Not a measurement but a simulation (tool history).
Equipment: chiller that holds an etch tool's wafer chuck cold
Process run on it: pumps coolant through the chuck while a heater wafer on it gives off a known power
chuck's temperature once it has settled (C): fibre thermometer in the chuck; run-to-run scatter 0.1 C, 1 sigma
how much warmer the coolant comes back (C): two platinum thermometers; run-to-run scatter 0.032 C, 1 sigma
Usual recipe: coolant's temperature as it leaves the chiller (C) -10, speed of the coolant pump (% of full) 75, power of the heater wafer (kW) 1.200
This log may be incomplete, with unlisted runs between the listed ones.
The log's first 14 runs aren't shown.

| run | hour | coolant's temperature as it leaves the chiller (C) | speed of the coolant pump (% of full) | power of the heater wafer (kW) | chuck's temperature once it has settled (C) | how much warmer the coolant comes back (C) |
|---|---|---|---|---|---|---|
| 15 | 742.7 | -10 | 75 | 1.200 | 1.0 | 4.09 |
|  | 753.8 | coolant pump overhauled |
| 16 | 782.3 | -10 | 75 | 1.200 | 1.3 | 4.22 |
| 17 | 833.8 | -19 | 76 | 0.966 | -10.0 | 3.43 |
| 18 | 888.3 | -19 | 76 | 0.966 | -10.1 | 3.45 |
| 19 | 960.5 | -19 | 84 | 0.966 | -10.6 | 3.11 |
| 20 | 1009.6 | -19 | 64 | 1.074 | -7.8 | 4.63 |
| 21 | 1074.8 | -20 | 75 | 1.639 | -4.4 | 5.99 |
| 22 | 1132.5 | -20 | 75 | 1.639 | -4.4 | 5.93 |
|  | 1193.1 | coolant pump overhauled, once more |
| 23 | 1211.3 | 0 | 75 | 1.200 | 10.3 | 3.79 |
| 24 | 1246.0 | -4 | 75 | 1.200 | 6.6 | 3.79 |
| 25 | 1296.8 | -10 | 82 | 1.200 | -0.2 | 3.40 |
| 26 | 1347.6 | -10 | 82 | 1.200 | -0.1 | 3.45 |
| 27 | 1391.4 | -10 | 82 | 1.200 | -0.1 | 3.44 |
| 28 | 1453.6 | -17 | 75 | 0.636 | -11.4 | 2.06 |
| 29 | 1521.8 | 0 | 78 | 0.636 | 5.1 | 1.89 |
| 30 | 1588.5 | 0 | 78 | 0.636 | 5.2 | 1.96 |
| 31 | 1649.5 | 0 | 78 | 0.636 | 5.3 | 1.93 |
| 32 | 1693.0 | 0 | 81 | 0.636 | 5.2 | 1.93 |

Each row is a separate what-if for the run after 32, all from the same tool condition, not one after another. Results?
| A | 1725.8 | -15 | 86 | 1.200 | ? | ? |
| B | 1725.8 | -14 | 94 | 1.242 | ? | ? |
| C | 1725.8 | -12 | 84 | 0.738 | ? | ? |
| D | 1725.8 | -19 | 75 | 1.254 | ? | ? |

| run | chuck's temperature once it has settled (C) | how much warmer the coolant comes back (C) |
|---|---|---|
| A | -5.4 | 3.30 |
| B | -4.6 | 3.05 |
| C | -6.1 | 2.07 |
| D | -8.1 | 3.97 |
Without the tool's unlogged condition, the same runs would have read:
| run | chuck's temperature once it has settled (C) | how much warmer the coolant comes back (C) |
|---|---|---|
| A | -6.0 | 3.27 |
| B | -5.1 | 3.02 |
| C | -6.4 | 2.06 |
| D | -8.8 | 3.93 |
